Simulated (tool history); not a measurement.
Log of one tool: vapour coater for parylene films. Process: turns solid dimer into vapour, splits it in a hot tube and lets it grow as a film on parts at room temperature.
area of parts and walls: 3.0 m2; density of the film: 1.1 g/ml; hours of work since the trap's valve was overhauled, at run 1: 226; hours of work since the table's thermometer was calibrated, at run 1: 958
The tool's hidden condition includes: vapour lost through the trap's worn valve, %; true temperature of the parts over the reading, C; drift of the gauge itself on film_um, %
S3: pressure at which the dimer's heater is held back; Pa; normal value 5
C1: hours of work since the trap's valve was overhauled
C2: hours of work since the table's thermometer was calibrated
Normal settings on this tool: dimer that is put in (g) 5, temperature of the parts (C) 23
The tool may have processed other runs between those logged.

{"run": 1, "hour": 0.0, "dimer that is put in (g)": 5, "temperature of the parts (C)": 23, "S3": 5, "C1": 226, "C2": 958, "thickness of the film (um)": 0.85}
{"run": 2, "hour": 12.1, "dimer that is put in (g)": 8, "temperature of the parts (C)": 23, "S3": 5, "C1": 237, "C2": 969, "thickness of the film (um)": 1.28}
{"run": 3, "hour": 27.0, "dimer that is put in (g)": 5, "temperature of the parts (C)": 23, "S3": 5, "C1": 250, "C2": 982, "thickness of the film (um)": 0.81}
{"run": 4, "hour": 46.0, "dimer that is put in (g)": 5, "temperature of the parts (C)": 18, "S3": 5, "C1": 267, "C2": 999, "thickness of the film (um)": 0.9}
{"run": 5, "hour": 63.6, "dimer that is put in (g)": 5, "temperature of the parts (C)": 23, "S3": 5, "C1": 283, "C2": 1015, "thickness of the film (um)": 0.82}
{"run": 6, "hour": 75.4, "dimer that is put in (g)": 5, "temperature of the parts (C)": 23, "S3": 3.47, "C1": 293, "C2": 1026, "thickness of the film (um)": 0.82}
{"run": 7, "hour": 103.4, "dimer that is put in (g)": 5, "temperature of the parts (C)": 23, "S3": 3.47, "C1": 318, "C2": 1051, "thickness of the film (um)": 0.82}
{"run": 8, "hour": 127.7, "dimer that is put in (g)": 5, "temperature of the parts (C)": 23, "S3": 3.47, "C1": 340, "C2": 1072, "thickness of the film (um)": 0.81}
{"hour": 134.3, "done": "trap's valve overhauled"}
{"run": 9, "hour": 144.3, "dimer that is put in (g)": 5, "temperature of the parts (C)": 23, "S3": 7.95, "C1": 9, "C2": 1084, "thickness of the film (um)": 0.89}
{"run": 10, "hour": 158.2, "dimer that is put in (g)": 5, "temperature of the parts (C)": 26, "S3": 5, "C1": 21, "C2": 1096, "thickness of the film (um)": 0.85}
{"run": 11, "hour": 173.8, "dimer that is put in (g)": 9, "temperature of the parts (C)": 20, "S3": 5, "C1": 35, "C2": 1110, "thickness of the film (um)": 1.7}
{"hour": 176.4, "done": "table's thermometer calibrated"}
{"run": 12, "hour": 202.6, "dimer that is put in (g)": 4, "temperature of the parts (C)": 30, "S3": 4.57, "C1": 60, "C2": 23, "thickness of the film (um)": 0.6}
{"run": 13, "hour": 229.1, "dimer that is put in (g)": 4, "temperature of the parts (C)": 30, "S3": 4.57, "C1": 84, "C2": 47, "thickness of the film (um)": 0.62}
{"run": 14, "hour": 248.2, "dimer that is put in (g)": 3, "temperature of the parts (C)": 23, "S3": 5, "C1": 101, "C2": 64, "thickness of the film (um)": 0.5}
{"run": 15, "hour": 265.6, "dimer that is put in (g)": 4, "temperature of the parts (C)": 23, "S3": 5, "C1": 117, "C2": 80, "thickness of the film (um)": 0.68}
{"run": 16, "hour": 293.8, "dimer that is put in (g)": 4, "temperature of the parts (C)": 32, "S3": 11.04, "C1": 142, "C2": 105, "thickness of the film (um)": 0.5}
{"run": 17, "hour": 312.0, "dimer that is put in (g)": 4, "temperature of the parts (C)": 32, "S3": 11.04, "C1": 158, "C2": 121, "thickness of the film (um)": 0.56}

For some of the steps in thickness of the film (um) from one run to the next: how much would appear even if the tool had no hidden state, given the settings, what came in and random variation, and how much remains for the hidden state plus any gauge scatter that the measured result and the result without hidden state don't share?
Run 8 -> 9: S3 3.47 -> 7.95, trap's valve overhauled. thickness of the film (um) +0.08: hidden state +0.11, all else -0.03.
Run 11 -> 12: dimer that is put in (g) 9 -> 4, temperature of the parts (C) 20 -> 30, S3 5 -> 4.57, table's thermometer calibrated. thickness of the film (um) -1.1: hidden state +0.02, all else -1.12.

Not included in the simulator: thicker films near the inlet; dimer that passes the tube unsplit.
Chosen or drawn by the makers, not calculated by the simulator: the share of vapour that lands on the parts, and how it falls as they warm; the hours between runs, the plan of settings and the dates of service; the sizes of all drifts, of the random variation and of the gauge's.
